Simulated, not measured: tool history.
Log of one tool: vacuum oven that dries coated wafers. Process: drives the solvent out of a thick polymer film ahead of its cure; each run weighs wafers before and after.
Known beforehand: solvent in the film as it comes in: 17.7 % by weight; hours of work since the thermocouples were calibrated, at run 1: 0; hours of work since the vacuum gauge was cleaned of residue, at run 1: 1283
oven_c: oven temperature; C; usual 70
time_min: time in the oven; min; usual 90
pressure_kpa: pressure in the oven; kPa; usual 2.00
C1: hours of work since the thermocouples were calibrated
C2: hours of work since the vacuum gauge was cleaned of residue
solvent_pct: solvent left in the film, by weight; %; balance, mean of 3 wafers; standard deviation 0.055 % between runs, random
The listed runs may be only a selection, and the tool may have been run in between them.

{"run": 1, "hour": 0.0, "oven_c": 70, "time_min": 90, "pressure_kpa": 2.0, "C1": 0, "C2": 1283, "solvent_pct": 5.25}
{"run": 2, "hour": 60.6, "oven_c": 70, "time_min": 90, "pressure_kpa": 4.42, "C1": 45, "C2": 1328, "solvent_pct": 6.56}
{"run": 3, "hour": 125.5, "oven_c": 70, "time_min": 90, "pressure_kpa": 4.42, "C1": 93, "C2": 1376, "solvent_pct": 6.64}
{"run": 4, "hour": 178.9, "oven_c": 70, "time_min": 90, "pressure_kpa": 4.42, "C1": 132, "C2": 1415, "solvent_pct": 6.67}
{"run": 5, "hour": 236.6, "oven_c": 70, "time_min": 90, "pressure_kpa": 4.42, "C1": 174, "C2": 1458, "solvent_pct": 6.6}
{"run": 6, "hour": 269.4, "oven_c": 70, "time_min": 90, "pressure_kpa": 4.42, "C1": 199, "C2": 1482, "solvent_pct": 6.86}
{"run": 7, "hour": 324.4, "oven_c": 70, "time_min": 90, "pressure_kpa": 2.0, "C1": 239, "C2": 1522, "solvent_pct": 5.4}
{"run": 8, "hour": 382.5, "oven_c": 70, "time_min": 90, "pressure_kpa": 2.0, "C1": 282, "C2": 1565, "solvent_pct": 5.44}
{"run": 9, "hour": 450.8, "oven_c": 70, "time_min": 90, "pressure_kpa": 2.0, "C1": 332, "C2": 1616, "solvent_pct": 5.45}
{"run": 10, "hour": 520.7, "oven_c": 70, "time_min": 90, "pressure_kpa": 2.0, "C1": 384, "C2": 1667, "solvent_pct": 5.49}
{"run": 11, "hour": 584.1, "oven_c": 70, "time_min": 90, "pressure_kpa": 2.0, "C1": 431, "C2": 1714, "solvent_pct": 5.54}
{"run": 12, "hour": 642.8, "oven_c": 70, "time_min": 90, "pressure_kpa": 2.0, "C1": 474, "C2": 1757, "solvent_pct": 5.67}
{"run": 13, "hour": 710.2, "oven_c": 70, "time_min": 92, "pressure_kpa": 2.0, "C1": 524, "C2": 1807, "solvent_pct": 5.39}
{"run": 14, "hour": 756.8, "oven_c": 70, "time_min": 90, "pressure_kpa": 2.0, "C1": 558, "C2": 1841, "solvent_pct": 5.79}
{"hour": 763.6, "done": "vacuum gauge cleaned of residue and calibrated"}
{"run": 15, "hour": 800.0, "oven_c": 70, "time_min": 131, "pressure_kpa": 2.0, "C1": 589, "C2": 27, "solvent_pct": 4.11}
{"run": 16, "hour": 849.1, "oven_c": 70, "time_min": 131, "pressure_kpa": 2.0, "C1": 625, "C2": 63, "solvent_pct": 4.2}
{"run": 17, "hour": 888.4, "oven_c": 70, "time_min": 131, "pressure_kpa": 2.0, "C1": 654, "C2": 92, "solvent_pct": 4.15}
{"run": 18, "hour": 944.3, "oven_c": 57, "time_min": 90, "pressure_kpa": 2.0, "C1": 695, "C2": 133, "solvent_pct": 9.5}
{"run": 19, "hour": 996.5, "oven_c": 70, "time_min": 90, "pressure_kpa": 7.32, "C1": 734, "C2": 172, "solvent_pct": 8.91}
{"run": 20, "hour": 1075.4, "oven_c": 70, "time_min": 90, "pressure_kpa": 7.32, "C1": 792, "C2": 230, "solvent_pct": 8.8}
{"hour": 1138.0, "done": "oven's thermocouples calibrated"}
{"run": 21, "hour": 1143.5, "oven_c": 70, "time_min": 90, "pressure_kpa": 7.32, "C1": 4, "C2": 279, "solvent_pct": 8.33}
{"hour": 1172.2, "done": "vacuum gauge cleaned of residue and calibrated, once more"}
{"run": 22, "hour": 1205.6, "oven_c": 62, "time_min": 60, "pressure_kpa": 3.49, "C1": 49, "C2": 25, "solvent_pct": 9.71}
{"run": 23, "hour": 1276.2, "oven_c": 62, "time_min": 60, "pressure_kpa": 3.47, "C1": 101, "C2": 77, "solvent_pct": 9.75}
{"run": 24, "hour": 1313.7, "oven_c": 62, "time_min": 60, "pressure_kpa": 3.47, "C1": 128, "C2": 104, "solvent_pct": 9.71}
{"run": 25, "hour": 1373.7, "oven_c": 62, "time_min": 60, "pressure_kpa": 3.47, "C1": 173, "C2": 149, "solvent_pct": 9.78}
{"run": 26, "hour": 1440.1, "oven_c": 63, "time_min": 55, "pressure_kpa": 1.49, "C1": 222, "C2": 198, "solvent_pct": 8.78}
{"run": 27, "hour": 1516.7, "oven_c": 69, "time_min": 91, "pressure_kpa": 1.49, "C1": 278, "C2": 254, "solvent_pct": 4.98}
{"run": 28, "hour": 1569.3, "oven_c": 59, "time_min": 115, "pressure_kpa": 2.0, "C1": 317, "C2": 293, "solvent_pct": 6.91}
{"run": 29, "hour": 1648.9, "oven_c": 59, "time_min": 115, "pressure_kpa": 2.0, "C1": 376, "C2": 351, "solvent_pct": 7.08}
{"run": 30, "hour": 1718.9, "oven_c": 59, "time_min": 115, "pressure_kpa": 2.0, "C1": 427, "C2": 403, "solvent_pct": 7.05}
{"run": 31, "hour": 1775.1, "oven_c": 59, "time_min": 115, "pressure_kpa": 2.0, "C1": 469, "C2": 445, "solvent_pct": 7.02}
{"run": 32, "hour": 1819.5, "oven_c": 77, "time_min": 64, "pressure_kpa": 1.01, "C1": 501, "C2": 477, "solvent_pct": 4.74}
{"run": 33, "hour": 1854.2, "oven_c": 80, "time_min": 64, "pressure_kpa": 1.24, "C1": 527, "C2": 503, "solvent_pct": 4.12}
{"run": 34, "hour": 1924.4, "oven_c": 80, "time_min": 71, "pressure_kpa": 6.77, "C1": 579, "C2": 555, "solvent_pct": 5.83}
{"run": 35, "hour": 1970.1, "oven_c": 80, "time_min": 71, "pressure_kpa": 2.0, "C1": 612, "C2": 588, "solvent_pct": 4.03}
{"run": 36, "hour": 2010.6, "oven_c": 80, "time_min": 71, "pressure_kpa": 2.0, "C1": 642, "C2": 618, "solvent_pct": 4.07}
{"run": 37, "hour": 2073.4, "oven_c": 80, "time_min": 71, "pressure_kpa": 2.0, "C1": 689, "C2": 664, "solvent_pct": 4.18}
{"run": 38, "hour": 2131.3, "oven_c": 80, "time_min": 63, "pressure_kpa": 2.23, "C1": 731, "C2": 707, "solvent_pct": 4.73}
{"run": 39, "hour": 2172.8, "oven_c": 70, "time_min": 114, "pressure_kpa": 6.15, "C1": 762, "C2": 738, "solvent_pct": 6.89}
{"run": 40, "hour": 2213.5, "oven_c": 81, "time_min": 47, "pressure_kpa": 2.0, "C1": 792, "C2": 768, "solvent_pct": 5.95}

Alternative continuations, all from the tool just after run 40; predict every row:
{"run": "A", "hour": 2258.4, "oven_c": 64, "time_min": 102, "pressure_kpa": 3.18, "C1": 825, "C2": 801, "solvent_pct": "?"}
{"run": "B", "hour": 2258.4, "oven_c": 81, "time_min": 54, "pressure_kpa": 2.0, "C1": 825, "C2": 801, "solvent_pct": "?"}
{"run": "C", "hour": 2258.4, "oven_c": 82, "time_min": 90, "pressure_kpa": 2.0, "C1": 825, "C2": 801, "solvent_pct": "?"}

run=A solvent_pct=7.24
run=B solvent_pct=5.28
run=C solvent_pct=2.83
The same runs, with their run-to-run variation unchanged, on a tool lacking any hidden condition would have given:
run=A solvent_pct=6.61
run=B solvent_pct=4.84
run=C solvent_pct=2.45
